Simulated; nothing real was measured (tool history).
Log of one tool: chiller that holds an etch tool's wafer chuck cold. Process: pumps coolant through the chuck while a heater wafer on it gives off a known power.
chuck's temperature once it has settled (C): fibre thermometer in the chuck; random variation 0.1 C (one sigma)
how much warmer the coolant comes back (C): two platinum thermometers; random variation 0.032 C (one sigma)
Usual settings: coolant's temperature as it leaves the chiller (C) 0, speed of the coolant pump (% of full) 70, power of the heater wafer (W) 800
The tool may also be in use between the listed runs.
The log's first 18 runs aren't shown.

run,hour,coolant's temperature as it leaves the chiller (C),speed of the coolant pump (% of full),power of the heater wafer (W),hours since the coolant was changed and the channels were flushed,hours since the pump was overhauled,hours since the chiller's thermometer was calibrated,chuck's temperature once it has settled (C),how much warmer the coolant comes back (C)
19,2533.0,8,70,800,1090,838,2522,17.1,3.89
20,2642.9,8,70,800,1200,948,2632,17.2,3.89
21,2836.4,8,70,800,1393,1141,2825,17.3,3.77
22,2928.5,5,61,875,1485,1234,2917,16.1,4.90
23,3106.2,5,61,875,1663,1411,3095,16.3,4.80
24,3225.0,8,91,875,1782,1530,3214,16.5,3.15
25,3341.5,8,91,875,1898,1647,3331,16.9,3.18
26,3430.5,8,91,875,1987,1736,3420,16.4,3.21
27,3637.7,9,82,888,2194,1943,3627,18.4,3.57
28,3810.1,-2,77,740,2367,2115,3799,6.1,3.06
# hour 3890.3: gauge calibrated
29,3974.6,8,68,418,2531,2280,3964,13.0,2.19
30,4141.4,-4,64,526,2698,2446,4130,2.6,2.94
31,4351.2,-7,70,814,2908,2656,4340,2.4,4.23

Forecast each of these 5 alternatives for the next run:
A,4460.0,0,72,800,3017,2765,4449,?,?
B,4460.0,-3,62,800,3017,2765,4449,?,?
C,4460.0,3,61,988,3017,2765,4449,?,?
D,4460.0,5,87,867,3017,2765,4449,?,?
E,4460.0,0,61,462,3017,2765,4449,?,?

run,chuck's temperature once it has settled (C),how much warmer the coolant comes back (C)
A,9.2,4.00
B,7.1,4.67
C,15.8,5.78
D,13.9,3.60
E,5.9,2.76
Without the tool's hidden state the same runs would have given:
run,chuck's temperature once it has settled (C),how much warmer the coolant comes back (C)
A,9.2,4.06
B,7.1,4.73
C,15.7,5.84
D,13.9,3.66
E,5.9,2.83

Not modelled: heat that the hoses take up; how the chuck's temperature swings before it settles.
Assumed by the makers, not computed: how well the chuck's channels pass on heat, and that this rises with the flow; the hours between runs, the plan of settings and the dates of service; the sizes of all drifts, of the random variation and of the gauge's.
